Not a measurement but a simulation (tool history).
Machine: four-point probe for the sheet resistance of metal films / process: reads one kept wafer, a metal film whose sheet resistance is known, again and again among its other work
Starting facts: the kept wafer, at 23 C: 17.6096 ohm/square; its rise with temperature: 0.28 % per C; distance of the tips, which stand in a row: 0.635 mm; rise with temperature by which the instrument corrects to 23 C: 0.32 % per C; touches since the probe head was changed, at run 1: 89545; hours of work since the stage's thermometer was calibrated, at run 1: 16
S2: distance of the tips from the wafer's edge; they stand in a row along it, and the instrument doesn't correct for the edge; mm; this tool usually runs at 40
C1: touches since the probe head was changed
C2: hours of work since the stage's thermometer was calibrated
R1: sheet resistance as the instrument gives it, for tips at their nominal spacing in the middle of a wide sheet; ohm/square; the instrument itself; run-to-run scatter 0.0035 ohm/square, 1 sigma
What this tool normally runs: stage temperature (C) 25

{"run": 1, "hour": 0.0, "stage temperature (C)": 25, "S2": 40, "C1": 89545, "C2": 16, "R1": 17.448443}
{"run": 2, "hour": 9.8, "stage temperature (C)": 25, "S2": 40, "C1": 89930, "C2": 21, "R1": 17.441064}
{"run": 3, "hour": 20.1, "stage temperature (C)": 25, "S2": 33, "C1": 90334, "C2": 26, "R1": 17.443756}
{"run": 4, "hour": 36.3, "stage temperature (C)": 25, "S2": 40, "C1": 90973, "C2": 33, "R1": 17.446146}
{"run": 5, "hour": 55.0, "stage temperature (C)": 25, "S2": 43, "C1": 91707, "C2": 42, "R1": 17.439208}
{"run": 6, "hour": 64.3, "stage temperature (C)": 25, "S2": 43, "C1": 92073, "C2": 47, "R1": 17.444912}
{"run": 7, "hour": 73.1, "stage temperature (C)": 18, "S2": 43, "C1": 92422, "C2": 51, "R1": 17.490995}
{"run": 8, "hour": 94.3, "stage temperature (C)": 18, "S2": 43, "C1": 93255, "C2": 61, "R1": 17.484637}
{"run": 9, "hour": 110.9, "stage temperature (C)": 18, "S2": 43, "C1": 93906, "C2": 69, "R1": 17.494258}
{"run": 10, "hour": 128.9, "stage temperature (C)": 27, "S2": 43, "C1": 94613, "C2": 78, "R1": 17.426358}
{"run": 11, "hour": 142.1, "stage temperature (C)": 27, "S2": 43, "C1": 95135, "C2": 84, "R1": 17.428625}
{"run": 12, "hour": 162.5, "stage temperature (C)": 27, "S2": 43, "C1": 95936, "C2": 94, "R1": 17.423694}
{"hour": 164.5, "done": "stage's thermometer calibrated"}
{"run": 13, "hour": 178.8, "stage temperature (C)": 27, "S2": 43, "C1": 96558, "C2": 7, "R1": 17.424865}
{"run": 14, "hour": 192.9, "stage temperature (C)": 19, "S2": 24, "C1": 97111, "C2": 14, "R1": 17.47861}
{"hour": 198.3, "done": "stage's thermometer calibrated, once more"}
{"run": 15, "hour": 209.4, "stage temperature (C)": 22, "S2": 40, "C1": 97743, "C2": 5, "R1": 17.450638}
{"run": 16, "hour": 229.9, "stage temperature (C)": 29, "S2": 41, "C1": 98548, "C2": 15, "R1": 17.401749}
{"run": 17, "hour": 247.6, "stage temperature (C)": 30, "S2": 6, "C1": 99245, "C2": 24, "R1": 17.505148}
{"run": 18, "hour": 266.9, "stage temperature (C)": 30, "S2": 6, "C1": 100005, "C2": 33, "R1": 17.499657}
{"run": 19, "hour": 279.1, "stage temperature (C)": 19, "S2": 17, "C1": 100483, "C2": 39, "R1": 17.474091}
{"run": 20, "hour": 294.3, "stage temperature (C)": 25, "S2": 8, "C1": 101084, "C2": 46, "R1": 17.484286}
{"run": 21, "hour": 314.7, "stage temperature (C)": 28, "S2": 4, "C1": 101883, "C2": 56, "R1": 17.643594}
{"run": 22, "hour": 335.5, "stage temperature (C)": 28, "S2": 4, "C1": 102704, "C2": 66, "R1": 17.63409}
{"run": 23, "hour": 349.9, "stage temperature (C)": 35, "S2": 4, "C1": 103269, "C2": 73, "R1": 17.5942}
{"run": 24, "hour": 362.1, "stage temperature (C)": 35, "S2": 4, "C1": 103749, "C2": 79, "R1": 17.601803}

Here are 3 independent what-if runs from the current tool condition. What would each one return?
{"run": "A", "hour": 377.0, "stage temperature (C)": 30, "S2": 14, "C1": 104336, "C2": 86, "R1": "?"}
{"run": "B", "hour": 377.0, "stage temperature (C)": 35, "S2": 4, "C1": 104336, "C2": 86, "R1": "?"}
{"run": "C", "hour": 377.0, "stage temperature (C)": 31, "S2": 4, "C1": 104336, "C2": 86, "R1": "?"}

run=A R1=17.407865
run=B R1=17.586361
run=C R1=17.619183
With no hidden state in the tool, these same runs would have given:
run=A R1=17.585102
run=B R1=17.765226
run=C R1=17.798398
